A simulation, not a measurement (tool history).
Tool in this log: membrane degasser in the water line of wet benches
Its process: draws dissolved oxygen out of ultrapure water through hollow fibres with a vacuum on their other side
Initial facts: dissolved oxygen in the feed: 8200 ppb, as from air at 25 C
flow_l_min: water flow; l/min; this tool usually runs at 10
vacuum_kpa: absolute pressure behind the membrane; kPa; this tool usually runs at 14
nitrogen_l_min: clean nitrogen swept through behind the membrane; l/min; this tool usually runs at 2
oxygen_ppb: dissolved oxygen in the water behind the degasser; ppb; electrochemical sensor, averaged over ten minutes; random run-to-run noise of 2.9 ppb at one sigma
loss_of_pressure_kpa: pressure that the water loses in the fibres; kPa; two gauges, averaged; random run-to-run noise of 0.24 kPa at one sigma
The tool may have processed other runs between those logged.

run	hour	flow_l_min	vacuum_kpa	nitrogen_l_min	oxygen_ppb	loss_of_pressure_kpa
1	0	10	14	2	294.7	65.59
2	198.1	10	14	2	300.2	65.22
3	513.8	10	14	2	301.2	65.48
# hour 532.2: vacuum gauge calibrated
4	749.4	10	14	2	301.5	65.55
5	1033.8	10	14	2	301.9	65.82
6	1383.5	15	14.8	1.6	601.6	98.37
# hour 1680.2: vacuum gauge calibrated, once more
7	1680.2	7	28.8	1.6	340.7	46.07

The next listed run, before its measurement:
8	1831.4	6	28.5	4.16	?	?

{"run 8": {"oxygen_ppb": 141.9, "loss_of_pressure_kpa": 39.21}}
With no hidden state in the tool, this same run would have given oxygen_ppb 135.1 ppb, loss_of_pressure_kpa 38.46 kPa.
